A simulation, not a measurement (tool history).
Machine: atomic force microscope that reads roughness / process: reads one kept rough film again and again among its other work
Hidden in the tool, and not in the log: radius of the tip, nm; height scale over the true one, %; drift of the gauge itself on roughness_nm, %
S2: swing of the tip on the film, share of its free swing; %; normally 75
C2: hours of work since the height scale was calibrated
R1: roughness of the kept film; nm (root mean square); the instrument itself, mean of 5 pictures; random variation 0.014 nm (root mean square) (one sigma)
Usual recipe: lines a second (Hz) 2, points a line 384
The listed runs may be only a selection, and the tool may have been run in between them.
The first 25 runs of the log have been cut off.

run 26 hour=1328.3 | lines_a_second_(Hz)=1.03 S2=75 points_a_line=392 | pictures_with_this_tip=95 C2=2004 | R1=3.233
-- hour=1362.1 new tip fitted
run 27 hour=1388.7 | lines_a_second_(Hz)=2 S2=61 points_a_line=384 | pictures_with_this_tip=41 C2=2046 | R1=3.329
run 28 hour=1441.6 | lines_a_second_(Hz)=2 S2=61 points_a_line=384 | pictures_with_this_tip=124 C2=2083 | R1=3.162
-- hour=1451.9 new tip fitted
run 29 hour=1482.5 | lines_a_second_(Hz)=2.01 S2=75 points_a_line=384 | pictures_with_this_tip=47 C2=2112 | R1=3.162
-- hour=1542.9 new tip fitted
run 30 hour=1542.9 | lines_a_second_(Hz)=2.01 S2=75 points_a_line=384 | pictures_with_this_tip=0 C2=2154 | R1=3.245
run 31 hour=1604.6 | lines_a_second_(Hz)=2 S2=73 points_a_line=999 | pictures_with_this_tip=96 C2=2197 | R1=3.08
-- hour=1635.9 new tip fitted
run 32 hour=1672.5 | lines_a_second_(Hz)=2 S2=80 points_a_line=384 | pictures_with_this_tip=57 C2=2244 | R1=3.051
-- hour=1729 new tip fitted
run 33 hour=1742 | lines_a_second_(Hz)=2 S2=80 points_a_line=384 | pictures_with_this_tip=20 C2=2292 | R1=3.144
-- hour=1760.2 height scale calibrated on a step standard
run 34 hour=1808.2 | lines_a_second_(Hz)=2 S2=80 points_a_line=384 | pictures_with_this_tip=121 C2=34 | R1=2.958
-- hour=1820.9 new tip fitted
run 35 hour=1867.1 | lines_a_second_(Hz)=2 S2=80 points_a_line=384 | pictures_with_this_tip=72 C2=74 | R1=3.03

4 ways to go on from here, each from the tool as it stands after run 35. What would each give?
run A hour=1905.7 | lines_a_second_(Hz)=0.8 S2=64 points_a_line=281 | pictures_with_this_tip=132 C2=101 | R1=?
run B hour=1905.7 | lines_a_second_(Hz)=2.69 S2=64 points_a_line=384 | pictures_with_this_tip=132 C2=101 | R1=?
run C hour=1905.7 | lines_a_second_(Hz)=0.71 S2=80 points_a_line=384 | pictures_with_this_tip=132 C2=101 | R1=?
run D hour=1905.7 | lines_a_second_(Hz)=3.01 S2=63 points_a_line=384 | pictures_with_this_tip=132 C2=101 | R1=?

run=A R1=3.268
run=B R1=3.103
run=C R1=3.201
run=D R1=3.076
Without the tool's hidden state the same runs would have given:
run=A R1=3.569
run=B R1=3.389
run=C R1=3.496
run=D R1=3.36

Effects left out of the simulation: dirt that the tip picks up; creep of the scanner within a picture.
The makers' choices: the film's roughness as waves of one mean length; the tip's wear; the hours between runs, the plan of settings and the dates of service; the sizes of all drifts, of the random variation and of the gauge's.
